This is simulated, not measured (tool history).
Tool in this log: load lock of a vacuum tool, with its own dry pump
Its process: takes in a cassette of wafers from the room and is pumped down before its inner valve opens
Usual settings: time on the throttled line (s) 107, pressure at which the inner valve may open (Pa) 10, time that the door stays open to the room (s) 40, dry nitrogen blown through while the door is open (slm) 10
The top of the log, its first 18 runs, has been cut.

run	hour	time on the throttled line (s)	pressure at which the inner valve may open (Pa)	time that the door stays open to the room (s)	dry nitrogen blown through while the door is open (slm)	incoming humidity of the room's air, %	time from the closed door until the inner valve may open (s)	rise of the pressure with all valves shut (Pa/min)
19	5042	71	10	36	24	41.1	146	0.113
20	5280.1	71	10	36	24	45.8	145.4	0.123
21	5633.7	167	10	34	35	41.7	226	0.119
22	5946.6	85	15	168	5	46.9	155.7	0.157
23	6278.2	85	15	168	5	45.2	154.9	0.154
24	6495.1	107	11	165	41	48.4	177.2	0.14
25	6711.1	174	10	40	10	45.7	230.6	0.134
26	6959.3	109	10	40	10	46.6	179.1	0.128
27	7184.9	109	10	40	10	43.5	179	0.135
28	7509	109	10	40	10	43	180	0.138
29	7740.2	109	10	40	10	46.7	179.5	0.143
30	8029.4	186	10	40	10	47.1	241.7	0.145
31	8326.6	186	10	40	10	46.2	245.4	0.144
32	8667.3	186	15	112	4	46	239.6	0.172
33	8943.2	107	10	91	9	41.9	181.7	0.163
34	9281	174	10	40	8	45.9	236.6	0.159

4 options for the next run, each taken on its own from the tool as it stands now. Forecast them:
A	9463.8	87	10	40	10	49.4	?	?
B	9463.8	145	20	73	10	43.1	?	?
C	9463.8	163	16	40	23	41.4	?	?
D	9463.8	107	11	40	10	45.9	?	?

run	time from the closed door until the inner valve may open (s)	rise of the pressure with all valves shut (Pa/min)
A	164.9	0.158
B	204.8	0.16
C	222	0.158
D	179.4	0.162
Stripped of hidden state, with their random variation kept, the same runs would have yielded:
run	time from the closed door until the inner valve may open (s)	rise of the pressure with all valves shut (Pa/min)
A	156.7	0.006
B	198.5	0.01
C	215.9	0.008
D	171.5	0.01
